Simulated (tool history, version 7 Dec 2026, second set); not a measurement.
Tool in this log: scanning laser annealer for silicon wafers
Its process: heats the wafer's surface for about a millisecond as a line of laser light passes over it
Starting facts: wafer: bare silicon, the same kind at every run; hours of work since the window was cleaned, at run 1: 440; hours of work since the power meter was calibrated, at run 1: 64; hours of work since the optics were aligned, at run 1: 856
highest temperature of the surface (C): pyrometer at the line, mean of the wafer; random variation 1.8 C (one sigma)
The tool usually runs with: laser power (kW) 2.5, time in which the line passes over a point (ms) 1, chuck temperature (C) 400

run    day  laser power (kW)  time in which the line passes over a point (ms)  chuck temperature (C)  hours of work since the window was cleaned  hours of work since the power meter was calibrated  hours of work since the optics were aligned  highest temperature of the surface (C)
  1      0               2.5                                                1                    400                                         440                                                  64                                          856                                    1139
  2  0.383               2.5                                                1                    400                                         445                                                  70                                          862                                    1140
  3  0.838               2.5                                                1                    400                                         452                                                  77                                          869                                    1141
  4  1.325               2.5                                                1                    400                                         460                                                  84                                          876                                    1142
  5  1.588               2.5                                                1                    400                                         464                                                  88                                          880                                    1140
  6  1.829               2.5                                                1                    400                                         468                                                  92                                          884                                    1143
  7  2.029               2.5                                                1                    400                                         471                                                  95                                          887                                    1142
  8  2.329               2.5                                                1                    400                                         476                                                 100                                          892                                    1141
  9  2.592               2.5                                             1.15                    400                                         480                                                 104                                          896                                    1188
 10  2.792               2.5                                             1.15                    400                                         483                                                 107                                          899                                    1186
 11  3.212               2.5                                             1.21                    389                                         489                                                 114                                          906                                    1195
 12  3.654             2.217                                             0.71                    434                                         496                                                 120                                          912                                     990
 13  4.008             2.739                                             0.71                    393                                         502                                                 126                                          918                                    1093
 14  4.488             2.303                                              1.2                    377                                         509                                                 133                                          925                                    1113
 15  4.688              2.44                                             0.93                    427                                         512                                                 136                                          928                                    1122
 16  4.975              2.44                                             0.93                    427                                         517                                                 141                                          933                                    1123
 17   5.25             2.181                                             0.91                    378                                         521                                                 145                                          937                                     989
 18  5.504             2.581                                              1.1                    400                                         525                                                 149                                          941                                    1199
 19  5.817              2.57                                             0.84                    400                                         530                                                 154                                          946                                    1103

Consider 3 possible next runs. They are alternatives, not a sequence: every one starts from the tool as it was left by run 19. What does each give?
  A  6.125             2.342                                             0.82                    437                                         534                                                 159                                          951                                       ?
  B  6.125             2.589                                             1.11                    374                                         534                                                 159                                          951                                       ?
  C  6.125               2.5                                             0.72                    379                                         534                                                 159                                          951                                       ?

run  highest temperature of the surface (C)
  A                                    1066
  B                                    1177
  C                                    1018
Without the tool's unlogged condition, the same runs would have read:
run  highest temperature of the surface (C)
  A                                    1067
  B                                    1179
  C                                    1019

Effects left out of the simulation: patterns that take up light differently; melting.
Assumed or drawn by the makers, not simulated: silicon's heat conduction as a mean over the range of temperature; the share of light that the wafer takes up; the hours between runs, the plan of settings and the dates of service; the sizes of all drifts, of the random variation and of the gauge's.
